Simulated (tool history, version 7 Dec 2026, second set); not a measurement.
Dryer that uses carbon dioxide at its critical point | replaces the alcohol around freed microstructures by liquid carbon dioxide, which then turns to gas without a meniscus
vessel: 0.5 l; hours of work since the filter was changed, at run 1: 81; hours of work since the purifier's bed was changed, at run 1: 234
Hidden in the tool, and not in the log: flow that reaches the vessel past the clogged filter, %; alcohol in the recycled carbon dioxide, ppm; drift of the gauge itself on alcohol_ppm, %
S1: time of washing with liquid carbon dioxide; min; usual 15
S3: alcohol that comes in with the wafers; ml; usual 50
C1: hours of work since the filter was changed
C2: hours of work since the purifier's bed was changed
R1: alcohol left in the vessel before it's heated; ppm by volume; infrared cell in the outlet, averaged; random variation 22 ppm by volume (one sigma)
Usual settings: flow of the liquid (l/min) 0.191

Run 1, hour 0: usual settings; C1 81; C2 234. Result: R1 1596 ppm by volume.
Run 2, hour 23.7: usual settings but S3 22 ml; C1 89; C2 243. Result: R1 717 ppm by volume.
Run 3, hour 50.4: usual settings but S3 22 ml; C1 99; C2 252. Result: R1 745 ppm by volume.
Run 4, hour 74.1: usual settings but S1 12 min; C1 107; C2 261. Result: R1 3606 ppm by volume.
Run 5, hour 91.4: usual settings but S1 12 min; C1 113; C2 267. Result: R1 3678 ppm by volume.
Run 6, hour 103.5: usual settings; C1 118; C2 271. Result: R1 1632 ppm by volume.
Run 7, hour 117.5: usual settings; C1 123; C2 276. Result: R1 1644 ppm by volume.
Run 8, hour 132.5: usual settings but S1 16 min; C1 128; C2 282. Result: R1 1279 ppm by volume.
Run 9, hour 144.1: usual settings but S1 16 min; C1 132; C2 286. Result: R1 1299 ppm by volume.
Run 10, hour 160.8: usual settings but S1 16 min; C1 138; C2 292. Result: R1 1253 ppm by volume.
Run 11, hour 182.2: usual settings but S1 16 min; C1 146; C2 299. Result: R1 1292 ppm by volume.
Run 12, hour 207.5: usual settings but S1 16 min; C1 155; C2 308. Result: R1 1279 ppm by volume.
Run 13, hour 227.5: usual settings but S1 16 min; C1 162; C2 316. Result: R1 1288 ppm by volume.
Run 14, hour 253: usual settings but S1 16 min; C1 171; C2 325. Result: R1 1317 ppm by volume.
Run 15, hour 270.8: usual settings; C1 177; C2 331. Result: R1 1714 ppm by volume.
Run 16, hour 295.2: usual settings; C1 186; C2 340. Result: R1 1779 ppm by volume.
Run 17, hour 319.2: usual settings but S1 13 min; C1 195; C2 348. Result: R1 3042 ppm by volume.
Run 18, hour 336.9: usual settings; C1 201; C2 355. Result: R1 1768 ppm by volume.
Run 19, hour 349.4: usual settings; C1 205; C2 359. Result: R1 1774 ppm by volume.
Run 20, hour 365.7: usual settings; C1 211; C2 365. Result: R1 1792 ppm by volume.
Run 21, hour 390: usual settings; C1 220; C2 374. Result: R1 1798 ppm by volume.
Run 22, hour 416.8: usual settings; C1 230; C2 383. Result: R1 1801 ppm by volume.
Run 23, hour 436: usual settings; C1 236; C2 390. Result: R1 1796 ppm by volume.
Run 24, hour 452: usual settings but S1 12 min, flow of the liquid (l/min) 0.243; C1 242; C2 396. Result: R1 1661 ppm by volume.
Run 25, hour 466.8: usual settings but S1 12 min, flow of the liquid (l/min) 0.262, S3 32 ml; C1 247; C2 401. Result: R1 820 ppm by volume.
Run 26, hour 487.5: usual settings but S1 12 min, flow of the liquid (l/min) 0.262, S3 32 ml; C1 255; C2 408. Result: R1 834 ppm by volume.
Run 27, hour 505.7: usual settings but S1 21 min, flow of the liquid (l/min) 0.148, S3 32 ml; C1 261; C2 415. Result: R1 921 ppm by volume.
Run 28, hour 523.5: usual settings but S1 21 min, flow of the liquid (l/min) 0.148, S3 32 ml; C1 268; C2 421. Result: R1 920 ppm by volume.
Run 29, hour 539.6: usual settings but S1 21 min, flow of the liquid (l/min) 0.148, S3 32 ml; C1 273; C2 427. Result: R1 926 ppm by volume.
Run 30, hour 561.8: usual settings but S1 21 min, flow of the liquid (l/min) 0.148, S3 32 ml; C1 281; C2 435. Result: R1 953 ppm by volume.
Run 31, hour 585: usual settings but flow of the liquid (l/min) 0.116, S3 53 ml; C1 290; C2 443. Result: R1 9799 ppm by volume.
Run 32, hour 604.8: usual settings but S1 17 min, S3 22 ml; C1 297; C2 450. Result: R1 553 ppm by volume.
Run 33, hour 631.3: usual settings but S3 22 ml; C1 306; C2 460. Result: R1 917 ppm by volume.
Run 34, hour 643.8: usual settings but S3 22 ml; C1 311; C2 464. Result: R1 903 ppm by volume.
Run 35, hour 665.6: usual settings but S3 22 ml; C1 318; C2 472. Result: R1 936 ppm by volume.
Run 36, hour 691.2: usual settings but flow of the liquid (l/min) 0.137; C1 327; C2 481. Result: R1 6250 ppm by volume.
Run 37, hour 718.3: usual settings but flow of the liquid (l/min) 0.219, S3 90 ml; C1 337; C2 491. Result: R1 2012 ppm by volume.
Run 38, hour 740.1: usual settings but S1 24 min, S3 76 ml; C1 345; C2 499. Result: R1 366 ppm by volume.
Run 39, hour 756.5: usual settings but flow of the liquid (l/min) 0.209; C1 351; C2 504. Result: R1 1433 ppm by volume.
Run 40, hour 780.6: usual settings but S1 20 min, flow of the liquid (l/min) 0.121; C1 359; C2 513. Result: R1 3926 ppm by volume.
Run 41, hour 798.6: usual settings but S1 17 min, flow of the liquid (l/min) 0.188, S3 71 ml; C1 366; C2 519. Result: R1 1879 ppm by volume.
Run 42, hour 818.7: usual settings but S1 11 min, flow of the liquid (l/min) 0.188, S3 103 ml; C1 373; C2 527. Result: R1 12717 ppm by volume.
Run 43, hour 834.8: usual settings but S1 9 min, flow of the liquid (l/min) 0.158, S3 32 ml; C1 379; C2 532. Result: R1 9751 ppm by volume.
Run 44, hour 846.1: usual settings but S3 65 ml; C1 383; C2 536. Result: R1 2731 ppm by volume.
Run 45, hour 863.4: usual settings but S1 22 min, flow of the liquid (l/min) 0.127, S3 28 ml; C1 389; C2 543. Result: R1 1426 ppm by volume.
Run 46, hour 881.5: usual settings but flow of the liquid (l/min) 0.188, S3 80 ml; C1 395; C2 549. Result: R1 3567 ppm by volume.

Forecast each of these 3 alternatives for the next run:
Run A, hour 904: usual settings but S1 23 min, flow of the liquid (l/min) 0.167, S3 94 ml; C1 403; C2 557. Result: R1 ?.
Run B, hour 904: usual settings but S1 13 min, flow of the liquid (l/min) 0.188, S3 53 ml; C1 403; C2 557. Result: R1 ?.
Run C, hour 904: usual settings but S3 52 ml; C1 403; C2 557. Result: R1 ?.

run    R1
  A  1190
  B  3991
  C  2273
Without the tool's hidden state the same runs would have given:
run    R1
  A   665
  B  2827
  C  1501

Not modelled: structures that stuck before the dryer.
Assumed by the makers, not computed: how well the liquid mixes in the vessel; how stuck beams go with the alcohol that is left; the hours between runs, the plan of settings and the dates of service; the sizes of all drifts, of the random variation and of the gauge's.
